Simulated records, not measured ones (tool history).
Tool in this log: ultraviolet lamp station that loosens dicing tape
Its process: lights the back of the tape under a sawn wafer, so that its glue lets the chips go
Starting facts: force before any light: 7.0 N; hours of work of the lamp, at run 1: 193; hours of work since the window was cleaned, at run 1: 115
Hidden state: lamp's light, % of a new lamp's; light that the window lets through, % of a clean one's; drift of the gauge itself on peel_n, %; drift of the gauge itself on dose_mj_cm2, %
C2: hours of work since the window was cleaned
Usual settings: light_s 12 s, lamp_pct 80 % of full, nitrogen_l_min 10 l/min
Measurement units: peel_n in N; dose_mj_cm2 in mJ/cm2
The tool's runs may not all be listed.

Run 1, hour 0.0: usual settings; hours of work of the lamp 193; C2 115. Result: peel_n 0.900 N, dose_mj_cm2 543 mJ/cm2.
Run 2, hour 17.6: usual settings; hours of work of the lamp 206; C2 128. Result: peel_n 0.916 N, dose_mj_cm2 540 mJ/cm2.
Run 3, hour 26.1: usual settings; hours of work of the lamp 212; C2 134. Result: peel_n 0.951 N, dose_mj_cm2 538 mJ/cm2.
Run 4, hour 37.1: usual settings; hours of work of the lamp 221; C2 142. Result: peel_n 0.902 N, dose_mj_cm2 536 mJ/cm2.
Run 5, hour 44.8: usual settings; hours of work of the lamp 226; C2 148. Result: peel_n 0.964 N, dose_mj_cm2 528 mJ/cm2.
Run 6, hour 62.3: usual settings; hours of work of the lamp 239; C2 161. Result: peel_n 0.962 N, dose_mj_cm2 530 mJ/cm2.
Run 7, hour 70.1: usual settings; hours of work of the lamp 245; C2 166. Result: peel_n 0.994 N, dose_mj_cm2 528 mJ/cm2.
Run 8, hour 87.2: usual settings but nitrogen_l_min 13 l/min; hours of work of the lamp 257; C2 179. Result: peel_n 0.817 N, dose_mj_cm2 525 mJ/cm2.
Run 9, hour 99.2: usual settings but nitrogen_l_min 13 l/min; hours of work of the lamp 266; C2 188. Result: peel_n 0.808 N, dose_mj_cm2 523 mJ/cm2.
Run 10, hour 115.0: usual settings but nitrogen_l_min 18 l/min; hours of work of the lamp 278; C2 199. Result: peel_n 0.652 N, dose_mj_cm2 524 mJ/cm2.
Run 11, hour 127.6: usual settings but nitrogen_l_min 18 l/min; hours of work of the lamp 287; C2 209. Result: peel_n 0.660 N, dose_mj_cm2 515 mJ/cm2.
Run 12, hour 138.7: usual settings but nitrogen_l_min 18 l/min; hours of work of the lamp 295; C2 217. Result: peel_n 0.663 N, dose_mj_cm2 519 mJ/cm2.
Run 13, hour 149.7: usual settings but nitrogen_l_min 4 l/min; hours of work of the lamp 303; C2 225. Result: peel_n 1.850 N, dose_mj_cm2 512 mJ/cm2.
Run 14, hour 159.2: usual settings but nitrogen_l_min 4 l/min; hours of work of the lamp 310; C2 232. Result: peel_n 1.834 N, dose_mj_cm2 505 mJ/cm2.
Run 15, hour 174.2: usual settings but nitrogen_l_min 11 l/min; hours of work of the lamp 321; C2 243. Result: peel_n 0.947 N, dose_mj_cm2 507 mJ/cm2.
Run 16, hour 190.3: usual settings; hours of work of the lamp 333; C2 255. Result: peel_n 1.036 N, dose_mj_cm2 505 mJ/cm2.
Run 17, hour 207.5: usual settings; hours of work of the lamp 346; C2 267. Result: peel_n 1.063 N, dose_mj_cm2 500 mJ/cm2.
Run 18, hour 219.1: usual settings; hours of work of the lamp 354; C2 276. Result: peel_n 1.061 N, dose_mj_cm2 504 mJ/cm2.
Run 19, hour 236.4: usual settings but lamp_pct 77 % of full; hours of work of the lamp 367; C2 288. Result: peel_n 1.142 N, dose_mj_cm2 478 mJ/cm2.
Run 20, hour 249.1: usual settings but lamp_pct 77 % of full; hours of work of the lamp 376; C2 298. Result: peel_n 1.172 N, dose_mj_cm2 479 mJ/cm2.
Run 21, hour 266.2: usual settings but lamp_pct 77 % of full; hours of work of the lamp 389; C2 310. Result: peel_n 1.187 N, dose_mj_cm2 475 mJ/cm2.
Run 22, hour 282.2: usual settings; hours of work of the lamp 400; C2 322. Result: peel_n 1.066 N, dose_mj_cm2 484 mJ/cm2.
Run 23, hour 291.6: usual settings but light_s 8 s, lamp_pct 82 % of full; hours of work of the lamp 407; C2 329. Result: peel_n 1.985 N, dose_mj_cm2 334 mJ/cm2.
Run 24, hour 305.8: usual settings but light_s 10 s, lamp_pct 93 % of full, nitrogen_l_min 6 l/min; hours of work of the lamp 418; C2 339. Result: peel_n 1.609 N, dose_mj_cm2 467 mJ/cm2.
Run 25, hour 320.3: usual settings but light_s 23 s, lamp_pct 75 % of full, nitrogen_l_min 9 l/min; hours of work of the lamp 428; C2 350. Result: peel_n 0.331 N, dose_mj_cm2 868 mJ/cm2.
Run 26, hour 329.6: usual settings but light_s 14 s; hours of work of the lamp 435; C2 357. Result: peel_n 0.863 N, dose_mj_cm2 560 mJ/cm2.
Run 27, hour 344.9: usual settings but light_s 9 s; hours of work of the lamp 446; C2 368. Result: peel_n 1.756 N, dose_mj_cm2 355 mJ/cm2.
Run 28, hour 361.5: usual settings but light_s 9 s; hours of work of the lamp 459; C2 380. Result: peel_n 1.863 N, dose_mj_cm2 358 mJ/cm2.
Run 29, hour 368.9: usual settings but light_s 6 s, nitrogen_l_min 7 l/min; hours of work of the lamp 464; C2 386. Result: peel_n 3.190 N, dose_mj_cm2 240 mJ/cm2.
Run 30, hour 381.0: usual settings but light_s 10 s, lamp_pct 74 % of full, nitrogen_l_min 6 l/min; hours of work of the lamp 473; C2 395. Result: peel_n 2.255 N, dose_mj_cm2 363 mJ/cm2.
Run 31, hour 391.9: usual settings but light_s 10 s, lamp_pct 74 % of full; hours of work of the lamp 481; C2 403. Result: peel_n 1.793 N, dose_mj_cm2 363 mJ/cm2.
Run 32, hour 406.1: usual settings but light_s 19 s, lamp_pct 73 % of full, nitrogen_l_min 9 l/min; hours of work of the lamp 491; C2 413. Result: peel_n 0.614 N, dose_mj_cm2 683 mJ/cm2.
Run 33, hour 423.7: usual settings but light_s 19 s, lamp_pct 75 % of full, nitrogen_l_min 19 l/min; hours of work of the lamp 504; C2 426. Result: peel_n 0.304 N, dose_mj_cm2 690 mJ/cm2.
Run 34, hour 433.8: usual settings but light_s 17 s, lamp_pct 61 % of full, nitrogen_l_min 5 l/min; hours of work of the lamp 512; C2 433. Result: peel_n 1.675 N, dose_mj_cm2 501 mJ/cm2.
Run 35, hour 441.0: usual settings but light_s 17 s, lamp_pct 61 % of full, nitrogen_l_min 5 l/min; hours of work of the lamp 517; C2 439. Result: peel_n 1.675 N, dose_mj_cm2 498 mJ/cm2.

Run 36 has not been measured yet. What should we expect?
Run 36, hour 453.2: usual settings but light_s 17 s, lamp_pct 61 % of full, nitrogen_l_min 5 l/min; hours of work of the lamp 526; C2 447. Result: peel_n ?, dose_mj_cm2 ?.

peel_n: 1.678 N
dose_mj_cm2: 495 mJ/cm2
If the tool had no hidden condition, the same run with the same run-to-run variation would have returned peel_n 1.127 N, dose_mj_cm2 638 mJ/cm2.
